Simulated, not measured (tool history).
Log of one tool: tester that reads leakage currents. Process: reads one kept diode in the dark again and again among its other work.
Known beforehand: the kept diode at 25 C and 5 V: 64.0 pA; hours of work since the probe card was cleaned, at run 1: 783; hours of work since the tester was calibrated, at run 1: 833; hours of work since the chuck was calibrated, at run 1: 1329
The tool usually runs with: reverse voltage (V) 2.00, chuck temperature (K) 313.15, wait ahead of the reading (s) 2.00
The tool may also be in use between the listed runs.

run     day  reverse voltage (V)  chuck temperature (K)  wait ahead of the reading (s)  hours of work since the probe card was cleaned  hours of work since the tester was calibrated  hours of work since the chuck was calibrated  current that the tester gives (pA)
  1   0.000                 2.00                 313.15                           2.00                                             783                                            833                                          1329                              113.56
  2   3.646                 2.00                 313.15                           2.00                                             818                                            869                                          1364                              112.89
  3   7.600                 2.00                 299.15                           2.00                                             856                                            907                                          1403                               43.04
  4  11.275                 2.00                 299.15                           2.00                                             892                                            943                                          1438                               42.74
  5  13.038                13.97                 313.15                           2.00                                             909                                            960                                          1456                              266.49
  6  15.092                 2.00                 313.15                           2.00                                             929                                            980                                          1476                              112.84
  7  18.546                 2.00                 313.15                           2.00                                             963                                           1014                                          1509                              112.06
  8  21.296                 2.85                 313.15                           2.00                                             990                                           1041                                          1536                              130.96
  9  24.529                 2.85                 313.15                           2.00                                            1021                                           1072                                          1567                              130.96
 10  27.904                 2.85                 313.15                           2.00                                            1054                                           1105                                          1600                              130.42
 11  31.658                 3.29                 313.15                           2.00                                            1091                                           1142                                          1637                              139.55
 12  35.408                 2.00                 298.15                           2.00                                            1127                                           1178                                          1673                               39.39
 13  37.992                 2.00                 313.15                           2.00                                            1152                                           1203                                          1698                              110.60
 14  40.717                 2.00                 313.15                           3.81                                            1179                                           1230                                          1725                              110.54
 15  43.588                 2.00                 313.15                           3.81                                            1207                                           1258                                          1753                              110.30
 16  47.133                 2.00                 313.15                           3.81                                            1241                                           1292                                          1787                              110.46
 17  49.646                 2.00                 313.15                           3.81                                            1266                                           1317                                          1812                              110.71
 18  51.754                 7.90                 308.15                           1.09                                            1286                                           1337                                          1832                              148.20
 19  53.762                 1.07                 296.15                           6.69                                            1306                                           1357                                          1852                               25.30
 20  56.942                 1.07                 296.15                           6.69                                            1337                                           1388                                          1883                               25.27
     57.808  -- probe card cleaned and baked
 21  59.250                 8.25                 295.15                           1.90                                              14                                           1409                                          1904                               57.10
 22  62.504                 2.00                 313.15                           0.54                                              46                                           1441                                          1936                              108.65
 23  66.171                 2.00                 313.15                           0.54                                              81                                           1476                                          1972                              109.16
 24  69.338                 2.00                 313.15                           0.68                                             112                                           1507                                          2002                              108.83
 25  71.792                 1.69                 309.15                           6.79                                             136                                           1531                                          2026                               76.39
 26  75.067                 5.26                 327.15                           6.79                                             168                                           1563                                          2058                              402.44
 27  76.975                 1.52                 302.15                           2.00                                             187                                           1581                                          2077                               44.59
 28  80.246                 2.00                 293.15                           0.71                                             218                                           1613                                          2109                               26.43
 29  83.150                 2.00                 293.15                           0.71                                             247                                           1641                                          2137                               26.36
 30  85.546                 2.00                 322.15                           2.00                                             270                                           1665                                          2160                              191.94
 31  88.504                 1.43                 313.15                           0.37                                             299                                           1694                                          2189                               93.39
 32  91.046                 1.43                 311.15                           7.07                                             323                                           1718                                          2214                               80.11
 33  94.717                 4.47                 323.15                           7.07                                             359                                           1754                                          2249                              289.14
 34  98.025                 2.00                 320.15                           5.26                                             391                                           1786                                          2282                              167.56

Some steps in current that the tester gives (pA) between neighbouring runs. How much of each would the tool show without its hidden state too (settings, what came in, random variation), and how much is left for the hidden state, with any gauge scatter that isn't in both results?
Hidden state present: stray current of the dirty probe card, pA a volt; current scale over the true one, %; true chuck temperature over the reading, C; drift of the gauge itself on leakage_pa, %.
Run 4 -> 5: reverse voltage (V) 2.00 -> 13.97, chuck temperature (K) 299.15 -> 313.15. current that the tester gives (pA) +223.75: hidden state -16.95, all else +240.70.
Run 25 -> 26: reverse voltage (V) 1.69 -> 5.26, chuck temperature (K) 309.15 -> 327.15. current that the tester gives (pA) +326.05: hidden state -42.51, all else +368.56.
Run 26 -> 27: reverse voltage (V) 5.26 -> 1.52, chuck temperature (K) 327.15 -> 302.15, wait ahead of the reading (s) 6.79 -> 2.00. current that the tester gives (pA) -357.85: hidden state +46.79, all else -404.64.
Run 32 -> 33: reverse voltage (V) 1.43 -> 4.47, chuck temperature (K) 311.15 -> 323.15. current that the tester gives (pA) +209.03: hidden state -30.57, all else +239.60.
